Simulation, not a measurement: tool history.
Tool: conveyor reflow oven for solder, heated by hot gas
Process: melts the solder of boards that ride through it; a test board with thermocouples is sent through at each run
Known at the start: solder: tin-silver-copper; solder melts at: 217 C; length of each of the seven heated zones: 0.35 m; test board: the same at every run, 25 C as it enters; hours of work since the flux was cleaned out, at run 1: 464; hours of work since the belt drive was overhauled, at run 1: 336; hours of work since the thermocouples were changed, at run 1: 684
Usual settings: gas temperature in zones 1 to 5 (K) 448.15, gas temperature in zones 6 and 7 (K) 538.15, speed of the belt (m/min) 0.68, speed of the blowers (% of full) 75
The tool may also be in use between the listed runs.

run,hour,gas temperature in zones 1 to 5 (K),gas temperature in zones 6 and 7 (K),speed of the belt (m/min),speed of the blowers (% of full),hours of work since the flux was cleaned out,hours of work since the belt drive was overhauled,hours of work since the thermocouples were changed,highest temperature of the board (K),time above the solder's melting point (s)
1,0,448.15,538.15,0.68,75,464,336,684,526.75,48.2
# hour 41.5: flux residue cleaned out of gas plates and filters
2,41.5,448.15,538.15,0.68,75,0,364,713,526.85,48
3,102.5,448.15,538.15,0.68,75,48,412,761,526.85,48.3
4,155.4,448.15,538.15,0.68,75,90,454,802,526.85,48.2
5,196.1,448.15,538.15,0.68,75,122,486,834,526.15,48.1
6,255.6,448.15,538.15,0.545,75,169,533,881,531.45,64.5
7,323.9,448.15,538.15,0.545,75,222,587,935,531.25,64.3
8,355.4,448.15,538.15,0.68,75,247,611,960,526.95,47.8
9,412.2,448.15,538.15,0.68,75,292,656,1004,526.45,48.2
10,475.3,448.15,538.15,0.68,75,342,706,1054,526.45,48.3
11,521.6,448.15,538.15,0.68,75,378,742,1091,526.15,48.4
12,556.1,448.15,538.15,0.656,75,405,769,1118,527.15,50.5
# hour 589: thermocouples of zones 6 and 7 changed
13,612.7,448.15,538.15,0.656,75,448,812,19,527.45,50.4
# hour 676.1: flux residue cleaned out of gas plates and filters
14,686.2,448.15,538.15,0.656,75,8,866,73,527.15,50.7
15,755.8,458.15,538.15,0.677,75,63,921,127,527.55,52.1
16,799.9,458.15,538.15,0.677,75,97,956,162,528.05,52.2
17,847.3,454.15,544.15,0.791,52,135,993,199,524.55,40.1
18,908.3,455.15,548.15,0.787,75,183,1041,248,532.85,45.1
19,968.3,462.15,547.15,0.787,52,230,1088,295,529.15,44.9
20,1019.9,436.15,535.15,0.787,61,271,1129,335,515.25,31
21,1055.1,457.15,535.15,0.787,61,298,1157,363,519.95,39.2
22,1102.3,447.15,550.15,0.771,65,336,1194,400,531.35,43.6
23,1170.6,439.15,538.15,0.68,75,389,1248,454,524.75,45.1
24,1199.4,439.15,538.15,0.68,75,412,1270,477,524.95,45.3
25,1265.5,439.15,538.15,0.68,75,464,1322,529,525.45,45.2
# hour 1279: belt drive overhauled, speed set with a stopwatch
# hour 1312.3: flux residue cleaned out of gas plates and filters
26,1332,439.15,538.15,0.68,75,15,38,574,525.75,44.8
27,1400.2,439.15,538.15,0.68,75,69,91,628,525.25,44.8
28,1464.6,439.15,538.15,0.665,75,120,142,678,525.95,46.6

4 ways to go on from here, each from the tool as it stands after run 28. What would each give?
A,1499.4,438.15,538.15,0.665,53,147,170,706,?,?
B,1499.4,448.15,538.15,0.68,51,147,170,706,?,?
C,1499.4,447.15,531.15,0.683,75,147,170,706,?,?
D,1499.4,460.15,538.15,0.759,75,147,170,706,?,?

run,highest temperature of the board (K),time above the solder's melting point (s)
A,521.85,42.9
B,523.05,44.9
C,519.65,44.1
D,525.15,45.7
Without the tool's hidden state the same runs would have given:
run,highest temperature of the board (K),time above the solder's melting point (s)
A,521.95,43
B,523.05,44.9
C,519.75,44.2
D,525.25,45.7
